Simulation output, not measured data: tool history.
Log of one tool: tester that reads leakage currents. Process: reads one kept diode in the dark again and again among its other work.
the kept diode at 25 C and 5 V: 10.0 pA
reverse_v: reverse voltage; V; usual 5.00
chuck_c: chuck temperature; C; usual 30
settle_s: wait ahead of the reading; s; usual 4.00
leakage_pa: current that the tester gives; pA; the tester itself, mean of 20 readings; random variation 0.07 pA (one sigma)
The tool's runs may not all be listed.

{"run": 1, "hour": 0.0, "reverse_v": 5.0, "chuck_c": 30, "settle_s": 4.0, "leakage_pa": 20.73}
{"run": 2, "hour": 20.8, "reverse_v": 5.0, "chuck_c": 29, "settle_s": 4.0, "leakage_pa": 19.32}
{"run": 3, "hour": 41.9, "reverse_v": 5.0, "chuck_c": 42, "settle_s": 4.0, "leakage_pa": 49.8}
{"run": 4, "hour": 64.2, "reverse_v": 5.0, "chuck_c": 30, "settle_s": 4.0, "leakage_pa": 20.57}
{"run": 5, "hour": 84.5, "reverse_v": 5.0, "chuck_c": 39, "settle_s": 4.0, "leakage_pa": 39.66}
{"run": 6, "hour": 113.5, "reverse_v": 5.0, "chuck_c": 39, "settle_s": 4.0, "leakage_pa": 39.52}
{"run": 7, "hour": 149.6, "reverse_v": 5.0, "chuck_c": 39, "settle_s": 4.0, "leakage_pa": 39.5}
{"run": 8, "hour": 174.5, "reverse_v": 5.0, "chuck_c": 39, "settle_s": 2.97, "leakage_pa": 39.84}
{"run": 9, "hour": 205.9, "reverse_v": 1.06, "chuck_c": 32, "settle_s": 2.03, "leakage_pa": 10.73}
{"run": 10, "hour": 243.4, "reverse_v": 5.0, "chuck_c": 58, "settle_s": 6.19, "leakage_pa": 165.31}
{"run": 11, "hour": 278.2, "reverse_v": 5.3, "chuck_c": 59, "settle_s": 0.62, "leakage_pa": 184.74}

Run 12 comes next. What will it give?
{"run": 12, "hour": 308.0, "reverse_v": 4.57, "chuck_c": 26, "settle_s": 5.17, "leakage_pa": "?"}

{"run 12": {"leakage_pa": 15.28}}
Without the tool's hidden state the same run would have given leakage_pa 10.99 pA.

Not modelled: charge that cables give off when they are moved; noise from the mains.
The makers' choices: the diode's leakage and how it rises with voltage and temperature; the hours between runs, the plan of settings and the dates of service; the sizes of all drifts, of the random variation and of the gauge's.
